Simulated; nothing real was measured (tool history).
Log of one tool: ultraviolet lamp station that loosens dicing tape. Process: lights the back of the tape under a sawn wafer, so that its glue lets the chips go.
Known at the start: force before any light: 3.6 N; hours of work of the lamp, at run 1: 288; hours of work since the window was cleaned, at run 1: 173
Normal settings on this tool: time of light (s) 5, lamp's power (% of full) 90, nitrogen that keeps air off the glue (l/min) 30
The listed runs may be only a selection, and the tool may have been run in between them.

run,hour,time of light (s),lamp's power (% of full),nitrogen that keeps air off the glue (l/min),hours of work of the lamp,hours of work since the window was cleaned,force that peels the tape off (N),light that reached the tape (mJ/cm2)
1,0.0,5,90,30,288,173,0.186,445
2,37.4,5,90,30,305,190,0.176,442
3,62.4,5,90,30,316,201,0.181,445
4,104.9,5,90,21,335,220,0.267,443
5,144.3,5,90,21,353,238,0.251,440
6,173.7,5,90,21,366,251,0.245,447
7,213.0,5,90,21,383,269,0.247,445
8,253.5,5,90,21,401,287,0.244,441
9,299.0,5,90,30,422,307,0.187,443
10,322.9,5,90,30,432,318,0.186,439
11,358.3,5,90,30,448,334,0.175,443
12,393.0,5,90,30,464,349,0.181,441
13,439.2,3,90,30,484,370,0.522,266
# hour 450.5: window cleaned of glue's vapour
14,465.4,3,90,30,496,7,0.524,268
15,512.7,3,90,30,517,28,0.543,261
16,550.9,7,77,11,534,45,0.299,532
17,580.6,7,73,27,547,58,0.152,497
18,621.4,4,73,27,566,76,0.507,291
19,645.5,4,98,11,577,87,0.550,387
20,697.1,4,98,11,600,110,0.564,390
21,721.6,4,98,11,611,121,0.540,383
22,768.3,4,98,11,632,142,0.555,388
23,796.5,8,67,30,644,155,0.129,525
24,824.1,6,90,30,656,167,0.123,536
25,858.9,2,63,9,672,183,2.025,125
26,906.5,4,61,16,693,204,0.967,237
27,959.8,3,90,30,717,228,0.517,265
28,998.8,3,90,30,735,245,0.520,267

Below are 5 alternative next runs, each starting from the tool's condition after run 28. Predict each:
A,1053.2,8,71,39,759,270,?,?
B,1053.2,10,61,30,759,270,?,?
C,1053.2,6,70,52,759,270,?,?
D,1053.2,5,68,41,759,270,?,?
E,1053.2,5,90,17,759,270,?,?

run,force that peels the tape off (N),light that reached the tape (mJ/cm2)
A,0.097,561
B,0.103,599
C,0.138,416
D,0.275,338
E,0.292,440
Without the tool's unlogged condition, the same runs would have read:
run,force that peels the tape off (N),light that reached the tape (mJ/cm2)
A,0.097,562
B,0.103,600
C,0.138,417
D,0.274,338
E,0.291,441
